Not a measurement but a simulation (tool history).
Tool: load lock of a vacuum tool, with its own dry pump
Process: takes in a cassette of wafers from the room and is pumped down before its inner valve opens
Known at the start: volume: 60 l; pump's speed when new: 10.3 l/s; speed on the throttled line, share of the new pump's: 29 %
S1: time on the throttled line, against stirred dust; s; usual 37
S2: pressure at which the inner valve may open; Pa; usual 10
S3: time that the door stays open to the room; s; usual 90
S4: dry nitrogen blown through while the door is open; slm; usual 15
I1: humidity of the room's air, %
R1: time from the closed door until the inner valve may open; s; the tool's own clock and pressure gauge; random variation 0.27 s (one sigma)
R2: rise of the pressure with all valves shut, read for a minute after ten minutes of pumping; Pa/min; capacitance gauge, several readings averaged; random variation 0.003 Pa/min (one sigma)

run,hour,S1,S2,S3,S4,I1,R1,R2
1,0.0,37,10,90,15,44.4,79.8,0.062
2,286.7,37,10,90,15,45.3,80.9,0.067
3,568.1,37,10,90,15,44.9,80.0,0.078
4,868.2,37,10,90,15,45.7,80.3,0.095
5,1207.9,37,10,90,4,44.8,80.3,0.118
6,1369.0,37,10,90,15,43.6,80.6,0.116
7,1615.3,37,10,90,18,43.4,81.0,0.128
8,1774.6,37,10,90,15,43.0,80.4,0.134
9,2057.3,55,10,90,15,42.5,93.4,0.147
10,2305.1,55,10,90,15,45.0,93.9,0.163
11,2523.1,42,10,90,15,42.8,84.3,0.166
12,2745.3,42,10,90,15,42.9,84.4,0.190
13,3069.6,37,10,68,8,47.5,81.0,0.217
14,3424.0,62,10,90,15,44.3,98.7,0.229
15,3727.8,62,10,90,15,44.0,99.2,0.247
16,4084.8,38,7,66,11,43.4,83.9,0.284
17,4403.0,38,7,66,11,45.8,83.6,0.305
18,4565.9,38,7,66,11,43.2,84.2,0.322
19,4783.5,38,7,66,34,42.4,84.4,0.336
20,5115.3,38,7,66,34,43.1,84.8,0.355
21,5419.6,38,7,66,34,46.0,84.3,0.373
22,5712.5,19,10,90,15,46.3,68.7,0.414
23,5994.6,19,16,160,15,45.0,66.1,0.451
24,6351.7,24,16,32,39,46.3,69.7,0.460

Hidden state or all else? Some run-to-run changes of R1, split into what the settings, what came in and random variation would give without the hidden state, and what is left for the hidden state (with any gauge scatter that isn't in both results):
The hidden state here: pump's speed, % of a new pump's; leak at the door's seal, Pa l/s; drift of the gauge itself on ready_s, %; drift of the gauge itself on rise_pa_min, %.
Run 13 -> 14: S1 37 -> 62, S3 68 -> 90, S4 8 -> 15. R1 +17.7 s: hidden state +0.0, all else +17.7.
Run 16 -> 17: no setting changed, nothing entered. R1 -0.3 s: hidden state +0.2, all else -0.5.
Run 21 -> 22: S1 38 -> 19, S2 7 -> 10, S3 66 -> 90, S4 34 -> 15. R1 -15.6 s: hidden state +0.2, all else -15.8.

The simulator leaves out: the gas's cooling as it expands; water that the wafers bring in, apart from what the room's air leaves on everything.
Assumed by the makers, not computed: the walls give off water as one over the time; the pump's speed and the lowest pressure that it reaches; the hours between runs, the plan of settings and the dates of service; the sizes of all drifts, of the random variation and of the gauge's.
